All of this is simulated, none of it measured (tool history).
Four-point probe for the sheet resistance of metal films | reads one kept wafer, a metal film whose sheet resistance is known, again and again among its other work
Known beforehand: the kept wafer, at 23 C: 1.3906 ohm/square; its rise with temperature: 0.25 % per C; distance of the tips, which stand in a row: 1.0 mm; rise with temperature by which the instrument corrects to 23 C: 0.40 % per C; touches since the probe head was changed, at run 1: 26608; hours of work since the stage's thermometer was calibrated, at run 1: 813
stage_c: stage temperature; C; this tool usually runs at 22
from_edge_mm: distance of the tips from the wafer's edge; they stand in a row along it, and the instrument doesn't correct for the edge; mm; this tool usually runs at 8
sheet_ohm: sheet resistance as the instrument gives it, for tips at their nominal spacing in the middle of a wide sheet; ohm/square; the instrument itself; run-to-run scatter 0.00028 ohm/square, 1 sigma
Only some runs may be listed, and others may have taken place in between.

run	day	stage_c	from_edge_mm	touches since the probe head was changed	hours of work since the stage's thermometer was calibrated	sheet_ohm
1	0.000	22	8	26608	813	1.403867
2	0.296	22	8	26937	819	1.404355
3	0.675	22	8	27363	826	1.403370
4	1.038	22	22	27765	833	1.393323
5	1.550	22	8	28339	842	1.403352
6	1.925	26	66	28756	849	1.384409
7	2.267	32	3	29135	856	1.450241
8	2.817	32	3	29749	866	1.450264
9	3.254	33	7	30240	874	1.385563
10	3.558	27	6	30578	880	1.402495

Here are 5 independent what-if runs from the current tool condition. What would each one return?
A	3.867	20	8	30921	886	?
B	3.867	22	7	30921	886	?
C	3.867	28	6	30921	886	?
D	3.867	27	24	30921	886	?
E	3.867	27	28	30921	886	?

run	sheet_ohm
A	1.407469
B	1.406793
C	1.399916
D	1.382972
E	1.382870
The same runs, with their run-to-run variation unchanged, on a tool lacking any hidden condition would have given:
run	sheet_ohm
A	1.408270
B	1.407599
C	1.400738
D	1.383783
E	1.383681

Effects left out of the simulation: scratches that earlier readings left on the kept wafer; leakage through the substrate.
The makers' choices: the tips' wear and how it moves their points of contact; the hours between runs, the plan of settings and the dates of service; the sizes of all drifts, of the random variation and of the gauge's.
